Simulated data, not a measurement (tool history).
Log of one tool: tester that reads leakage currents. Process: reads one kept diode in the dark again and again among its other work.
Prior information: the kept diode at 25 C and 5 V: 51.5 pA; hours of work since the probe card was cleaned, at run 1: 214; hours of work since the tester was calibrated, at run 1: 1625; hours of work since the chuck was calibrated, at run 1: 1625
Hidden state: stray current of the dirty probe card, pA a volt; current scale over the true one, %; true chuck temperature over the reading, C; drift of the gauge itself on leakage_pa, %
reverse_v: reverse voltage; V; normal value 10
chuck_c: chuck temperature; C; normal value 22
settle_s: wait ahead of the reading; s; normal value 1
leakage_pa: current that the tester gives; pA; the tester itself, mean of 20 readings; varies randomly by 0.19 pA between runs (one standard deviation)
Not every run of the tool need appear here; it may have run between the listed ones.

run,hour,reverse_v,chuck_c,settle_s,hours of work since the probe card was cleaned,hours of work since the tester was calibrated,hours of work since the chuck was calibrated,leakage_pa
1,0,10,22,1,214,1625,1625,60.78
2,130,17.7,22,1,307,1718,1718,83.2
# hour 212.1: chuck's temperature calibrated
3,253.9,10,22,1,394,1805,30,61.13
4,330.1,10,49,1,449,1860,84,379.88
5,389.6,10,49,6.42,491,1902,127,379.97
6,492.9,10,49,6.42,565,1976,201,377.84
7,551.4,10,49,6.42,607,2018,242,379.67
8,630.4,10,22,0.37,663,2074,299,61.6
9,711.5,10,22,0.37,721,2132,357,61.4
10,791.8,10,28,1,778,2189,414,93.71
11,875.3,10,22,4.58,838,2249,473,60.49
12,966.3,10,22,4.58,903,2314,538,60.58
13,1083.6,15.4,22,1,987,2397,622,77.07
14,1169.8,3,46,8.72,1048,2459,684,162.44
15,1294.4,2.7,22,0.32,1137,2548,773,29.83
16,1361.8,2.7,22,0.32,1185,2596,821,29.92
17,1487.8,2.5,40,3.8,1275,2686,911,99.88
18,1585.2,1,22,1,1345,2756,980,17.31
19,1710.2,13,21,1.9,1434,2845,1069,65.04

Alternative continuations, all from the tool just after run 19; predict every row:
A,1810.8,10,22,0.65,1506,2917,1141,?
B,1810.8,13,26,1.9,1506,2917,1141,?
C,1810.8,10,21,1,1506,2917,1141,?

run,leakage_pa
A,60.82
B,93.95
C,56.41
Had the tool no hidden state, the same runs would have come out as:
run,leakage_pa
A,60.77
B,93.9
C,56.37
